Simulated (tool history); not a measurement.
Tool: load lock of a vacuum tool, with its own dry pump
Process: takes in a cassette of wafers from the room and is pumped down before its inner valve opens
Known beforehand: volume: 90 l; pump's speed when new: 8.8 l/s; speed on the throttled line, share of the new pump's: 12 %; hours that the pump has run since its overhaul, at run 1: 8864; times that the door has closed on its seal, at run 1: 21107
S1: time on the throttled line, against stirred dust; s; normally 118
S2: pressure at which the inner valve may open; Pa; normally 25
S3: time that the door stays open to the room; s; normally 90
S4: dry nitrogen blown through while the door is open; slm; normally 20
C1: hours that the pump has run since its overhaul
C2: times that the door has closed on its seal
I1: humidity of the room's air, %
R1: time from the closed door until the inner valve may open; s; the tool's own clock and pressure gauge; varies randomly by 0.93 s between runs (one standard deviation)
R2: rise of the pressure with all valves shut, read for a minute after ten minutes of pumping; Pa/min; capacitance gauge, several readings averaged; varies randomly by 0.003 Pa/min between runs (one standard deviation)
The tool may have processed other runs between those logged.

run 1 hour=0 | S1=118 S2=25 S3=90 S4=20 | C1=8864 C2=21107 | I1=45.8 | R1=195.4 R2=0.062
run 2 hour=609.3 | S1=118 S2=25 S3=90 S4=25 | C1=9473 C2=21727 | I1=45.6 | R1=194.1 R2=0.063
run 3 hour=1185.5 | S1=118 S2=25 S3=90 S4=25 | C1=10049 C2=22312 | I1=44.9 | R1=197.4 R2=0.071
run 4 hour=1543.2 | S1=152 S2=25 S3=90 S4=20 | C1=10407 C2=22676 | I1=45.8 | R1=225.1 R2=0.075
run 5 hour=1947.5 | S1=152 S2=25 S3=167 S4=20 | C1=10811 C2=23087 | I1=47.2 | R1=225.5 R2=0.08
run 6 hour=2255.2 | S1=152 S2=25 S3=167 S4=20 | C1=11119 C2=23399 | I1=41.3 | R1=227 R2=0.081
run 7 hour=2682.8 | S1=118 S2=25 S3=90 S4=7 | C1=11547 C2=23834 | I1=42.3 | R1=196 R2=0.087
run 8 hour=3105.4 | S1=118 S2=25 S3=90 S4=7 | C1=11969 C2=24263 | I1=47.2 | R1=194.8 R2=0.089
run 9 hour=3396 | S1=118 S2=25 S3=90 S4=7 | C1=12260 C2=24559 | I1=45.6 | R1=197 R2=0.093
run 10 hour=3692.8 | S1=118 S2=25 S3=90 S4=7 | C1=12557 C2=24860 | I1=45.3 | R1=198.9 R2=0.094
run 11 hour=4108.4 | S1=118 S2=25 S3=90 S4=7 | C1=12972 C2=25283 | I1=44.7 | R1=198.5 R2=0.094
run 12 hour=4542.6 | S1=118 S2=25 S3=90 S4=7 | C1=13406 C2=25724 | I1=42.4 | R1=198.4 R2=0.095
run 13 hour=4928.9 | S1=118 S2=25 S3=90 S4=7 | C1=13793 C2=26116 | I1=47.6 | R1=199.9 R2=0.103
run 14 hour=5295.7 | S1=118 S2=25 S3=90 S4=7 | C1=14159 C2=26489 | I1=47.2 | R1=197.9 R2=0.102
run 15 hour=5913.4 | S1=118 S2=25 S3=90 S4=7 | C1=14777 C2=27117 | I1=47.4 | R1=198.8 R2=0.106
run 16 hour=6455.1 | S1=118 S2=25 S3=90 S4=7 | C1=15319 C2=27667 | I1=45.9 | R1=200.8 R2=0.105
run 17 hour=6775.3 | S1=118 S2=25 S3=90 S4=7 | C1=15639 C2=27993 | I1=41.7 | R1=199.8 R2=0.104
-- hour=6958.2 dry pump taken out, an overhauled one fitted
run 18 hour=7369.5 | S1=118 S2=25 S3=90 S4=20 | C1=411 C2=28591 | I1=46.2 | R1=188.9 R2=0.09
run 19 hour=7669.4 | S1=118 S2=25 S3=90 S4=20 | C1=711 C2=28895 | I1=43.5 | R1=191.4 R2=0.103
run 20 hour=8088.4 | S1=118 S2=48 S3=90 S4=20 | C1=1130 C2=29321 | I1=43.7 | R1=184 R2=0.095
run 21 hour=8624.9 | S1=118 S2=21 S3=90 S4=20 | C1=1667 C2=29867 | I1=43.9 | R1=192.1 R2=0.099
run 22 hour=9104.6 | S1=113 S2=26 S3=29 S4=8 | C1=2146 C2=30354 | I1=47.1 | R1=186.9 R2=0.099
run 23 hour=9537.9 | S1=115 S2=43 S3=45 S4=10 | C1=2580 C2=30794 | I1=44.6 | R1=182.4 R2=0.11
run 24 hour=9976.4 | S1=115 S2=43 S3=45 S4=10 | C1=3018 C2=31240 | I1=47.5 | R1=185.4 R2=0.106
run 25 hour=10413.5 | S1=115 S2=43 S3=45 S4=10 | C1=3455 C2=31684 | I1=44.6 | R1=182.8 R2=0.104
run 26 hour=10879.3 | S1=115 S2=43 S3=45 S4=10 | C1=3921 C2=32158 | I1=44.6 | R1=183.6 R2=0.113
run 27 hour=11456.6 | S1=115 S2=43 S3=45 S4=10 | C1=4498 C2=32744 | I1=46 | R1=184.9 R2=0.115
run 28 hour=12013.6 | S1=228 S2=18 S3=37 S4=9 | C1=5055 C2=33310 | I1=47.4 | R1=296.8 R2=0.122
run 29 hour=12475.9 | S1=94 S2=37 S3=211 S4=21 | C1=5518 C2=33780 | I1=43.8 | R1=168.1 R2=0.122
run 30 hour=12991.3 | S1=212 S2=28 S3=31 S4=24 | C1=6033 C2=34304 | I1=45.3 | R1=275.4 R2=0.107
run 31 hour=13602.9 | S1=218 S2=44 S3=53 S4=41 | C1=6645 C2=34926 | I1=43.9 | R1=276.4 R2=0.102
run 32 hour=13949.1 | S1=210 S2=25 S3=197 S4=43 | C1=6991 C2=35277 | I1=45.3 | R1=276 R2=0.12
run 33 hour=14397.2 | S1=210 S2=25 S3=197 S4=43 | C1=7439 C2=35733 | I1=46.2 | R1=274.3 R2=0.121
run 34 hour=14782.8 | S1=150 S2=37 S3=90 S4=20 | C1=7825 C2=36125 | I1=45.3 | R1=219 R2=0.124
run 35 hour=15166.7 | S1=150 S2=37 S3=90 S4=20 | C1=8209 C2=36515 | I1=48 | R1=220.4 R2=0.13
run 36 hour=15477.4 | S1=122 S2=26 S3=90 S4=6 | C1=8519 C2=36831 | I1=45.3 | R1=197.3 R2=0.142

Below are 3 alternative next runs, each starting from the tool's condition after run 36. Predict each:
run A hour=16005 | S1=149 S2=18 S3=111 S4=6 | C1=9047 C2=37367 | I1=48.7 | R1=? R2=?
run B hour=16005 | S1=118 S2=29 S3=174 S4=16 | C1=9047 C2=37367 | I1=45 | R1=? R2=?
run C hour=16005 | S1=171 S2=26 S3=90 S4=6 | C1=9047 C2=37367 | I1=46.3 | R1=? R2=?

run=A R1=227.9 R2=0.156
run=B R1=196.5 R2=0.142
run=C R1=240.5 R2=0.152
With no hidden state in the tool, these same runs would have given:
run=A R1=220.7 R2=0.043
run=B R1=189.4 R2=0.029
run=C R1=234 R2=0.038
